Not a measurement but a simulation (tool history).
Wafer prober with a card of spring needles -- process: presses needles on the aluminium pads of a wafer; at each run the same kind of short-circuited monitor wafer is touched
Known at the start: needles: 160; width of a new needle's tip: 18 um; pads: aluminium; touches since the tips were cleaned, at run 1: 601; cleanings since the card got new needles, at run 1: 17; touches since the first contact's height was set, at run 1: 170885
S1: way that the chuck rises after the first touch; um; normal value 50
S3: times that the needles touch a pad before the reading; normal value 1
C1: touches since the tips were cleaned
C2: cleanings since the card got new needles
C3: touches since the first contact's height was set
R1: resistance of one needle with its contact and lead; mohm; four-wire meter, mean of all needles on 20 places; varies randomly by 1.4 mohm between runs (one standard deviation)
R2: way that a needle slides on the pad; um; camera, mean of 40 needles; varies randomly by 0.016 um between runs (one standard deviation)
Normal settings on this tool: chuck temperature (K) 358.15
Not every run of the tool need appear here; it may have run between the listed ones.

run 1 hour=0.0 | S1=50 chuck_temperature_(K)=358.15 S3=1 | C1=601 C2=17 C3=170885 | R1=154 R2=11.49
-- hour=29.9 tips cleaned on abrasive film
run 2 hour=35.9 | S1=50 chuck_temperature_(K)=358.15 S3=1 | C1=1668 C2=18 C3=180890 | R1=177 R2=11.47
-- hour=64.3 tips cleaned on abrasive film
run 3 hour=69.7 | S1=50 chuck_temperature_(K)=358.15 S3=1 | C1=1512 C2=19 C3=190310 | R1=173 R2=11.44
-- hour=95.0 tips cleaned on abrasive film
run 4 hour=96.1 | S1=32 chuck_temperature_(K)=358.15 S3=1 | C1=305 C2=20 C3=197657 | R1=171 R2=7.25
-- hour=129.8 tips cleaned on abrasive film
run 5 hour=149.4 | S1=32 chuck_temperature_(K)=358.15 S3=1 | C1=5497 C2=21 C3=212536 | R1=358 R2=7.24
-- hour=161.2 tips cleaned on abrasive film
run 6 hour=184.5 | S1=50 chuck_temperature_(K)=358.15 S3=1 | C1=6529 C2=22 C3=222320 | R1=242 R2=11.41
-- hour=195.9 tips cleaned on abrasive film
-- hour=229.1 tips cleaned on abrasive film
run 7 hour=235.3 | S1=50 chuck_temperature_(K)=358.15 S3=1 | C1=1746 C2=24 C3=236454 | R1=177 R2=11.41
-- hour=258.6 height of the first contact set anew
-- hour=263.6 tips cleaned on abrasive film
run 8 hour=287.2 | S1=50 chuck_temperature_(K)=374.15 S3=1 | C1=6596 C2=25 C3=7956 | R1=238 R2=11.62
-- hour=296.0 tips cleaned on abrasive film
-- hour=327.1 tips cleaned on abrasive film
run 9 hour=335.5 | S1=50 chuck_temperature_(K)=374.15 S3=1 | C1=2349 C2=27 C3=21398 | R1=188 R2=11.63
-- hour=362.3 tips cleaned on abrasive film
run 10 hour=366.1 | S1=42 chuck_temperature_(K)=358.15 S3=1 | C1=1049 C2=28 C3=29916 | R1=181 R2=9.73
-- hour=395.2 tips cleaned on abrasive film
run 11 hour=415.0 | S1=42 chuck_temperature_(K)=358.15 S3=1 | C1=5538 C2=29 C3=43580 | R1=266 R2=9.73
-- hour=426.2 tips cleaned on abrasive film
run 12 hour=450.4 | S1=42 chuck_temperature_(K)=358.15 S3=1 | C1=6753 C2=30 C3=53437 | R1=280 R2=9.71
-- hour=459.2 tips cleaned on abrasive film
-- hour=490.6 tips cleaned on abrasive film
run 13 hour=490.6 | S1=42 chuck_temperature_(K)=358.15 S3=1 | C1=0 C2=32 C3=64613 | R1=145 R2=9.69
-- hour=522.0 tips cleaned on abrasive film
run 14 hour=522.6 | S1=42 chuck_temperature_(K)=358.15 S3=1 | C1=160 C2=33 C3=73520 | R1=141 R2=9.68
-- hour=553.6 tips cleaned on abrasive film
run 15 hour=553.6 | S1=42 chuck_temperature_(K)=358.15 S3=1 | C1=0 C2=34 C3=82178 | R1=143 R2=9.68
-- hour=586.2 tips cleaned on abrasive film
run 16 hour=598.5 | S1=42 chuck_temperature_(K)=358.15 S3=1 | C1=3448 C2=35 C3=94691 | R1=236 R2=9.64
-- hour=619.6 tips cleaned on abrasive film
run 17 hour=626.3 | S1=38 chuck_temperature_(K)=303.15 S3=2 | C1=1893 C2=36 C3=102439 | R1=190 R2=8.75
-- hour=650.4 tips cleaned on abrasive film
run 18 hour=663.3 | S1=38 chuck_temperature_(K)=303.15 S3=2 | C1=3615 C2=37 C3=112754 | R1=213 R2=8.70
-- hour=682.7 tips cleaned on abrasive film
-- hour=713.9 tips cleaned on abrasive film
run 19 hour=719.3 | S1=42 chuck_temperature_(K)=339.15 S3=1 | C1=1504 C2=39 C3=128343 | R1=195 R2=9.65
-- hour=746.0 tips cleaned on abrasive film
run 20 hour=758.4 | S1=42 chuck_temperature_(K)=339.15 S3=1 | C1=3459 C2=40 C3=139230 | R1=242 R2=9.60
-- hour=778.5 tips cleaned on abrasive film
run 21 hour=783.4 | S1=42 chuck_temperature_(K)=339.15 S3=1 | C1=1374 C2=41 C3=146199 | R1=184 R2=9.62
-- hour=809.2 tips cleaned on abrasive film
run 22 hour=836.3 | S1=42 chuck_temperature_(K)=339.15 S3=1 | C1=7579 C2=42 C3=160947 | R1=294 R2=9.58
-- hour=843.4 tips cleaned on abrasive film
run 23 hour=862.5 | S1=42 chuck_temperature_(K)=339.15 S3=1 | C1=5349 C2=43 C3=168260 | R1=274 R2=9.58
-- hour=874.5 tips cleaned on abrasive film
-- hour=905.6 tips cleaned on abrasive film
run 24 hour=916.4 | S1=50 chuck_temperature_(K)=306.15 S3=2 | C1=3021 C2=45 C3=183266 | R1=165 R2=11.44
-- hour=938.1 tips cleaned on abrasive film
run 25 hour=948.6 | S1=50 chuck_temperature_(K)=301.15 S3=1 | C1=2939 C2=46 C3=192240 | R1=206 R2=11.39
-- hour=970.8 tips cleaned on abrasive film
run 26 hour=979.1 | S1=50 chuck_temperature_(K)=301.15 S3=1 | C1=2328 C2=47 C3=200737 | R1=192 R2=11.44
-- hour=1003.3 tips cleaned on abrasive film
run 27 hour=1019.2 | S1=50 chuck_temperature_(K)=358.15 S3=2 | C1=4457 C2=48 C3=211914 | R1=188 R2=11.40
-- hour=1034.0 tips cleaned on abrasive film
-- hour=1064.8 tips cleaned on abrasive film
run 28 hour=1064.8 | S1=50 chuck_temperature_(K)=358.15 S3=2 | C1=0 C2=50 C3=224601 | R1=129 R2=11.38
-- hour=1096.0 tips cleaned on abrasive film
run 29 hour=1096.0 | S1=50 chuck_temperature_(K)=358.15 S3=2 | C1=0 C2=51 C3=233291 | R1=135 R2=11.36
-- hour=1129.1 tips cleaned on abrasive film
-- hour=1132.4 height of the first contact set anew
run 30 hour=1141.2 | S1=50 chuck_temperature_(K)=358.15 S3=2 | C1=3307 C2=52 C3=2455 | R1=175 R2=11.64
-- hour=1162.8 tips cleaned on abrasive film
run 31 hour=1170.2 | S1=50 chuck_temperature_(K)=358.15 S3=2 | C1=2093 C2=53 C3=10539 | R1=168 R2=11.66
-- hour=1197.5 tips cleaned on abrasive film
run 32 hour=1214.9 | S1=50 chuck_temperature_(K)=358.15 S3=2 | C1=4872 C2=54 C3=23001 | R1=187 R2=11.64

Branching from run 32: 4 alternative next runs. What would each branch give?
-- hour=1228.6 tips cleaned on abrasive film
run A hour=1247.9 | S1=31 chuck_temperature_(K)=381.15 S3=1 | C1=5407 C2=55 C3=32190 | R1=? R2=?
-- hour=1228.6 tips cleaned on abrasive film
run B hour=1247.9 | S1=50 chuck_temperature_(K)=330.15 S3=2 | C1=5407 C2=55 C3=32190 | R1=? R2=?
-- hour=1228.6 tips cleaned on abrasive film
run C hour=1247.9 | S1=39 chuck_temperature_(K)=328.15 S3=2 | C1=5407 C2=55 C3=32190 | R1=? R2=?
-- hour=1228.6 tips cleaned on abrasive film
run D hour=1247.9 | S1=50 chuck_temperature_(K)=327.15 S3=1 | C1=5407 C2=55 C3=32190 | R1=? R2=?

run=A R1=372 R2=7.20
run=B R1=190 R2=11.64
run=C R1=230 R2=9.06
run=D R1=233 R2=11.64
With the hidden condition removed and each run's random variation left untouched, the same runs would have given:
run=A R1=139 R2=7.23
run=B R1=123 R2=11.67
run=C R1=126 R2=9.10
run=D R1=121 R2=11.67
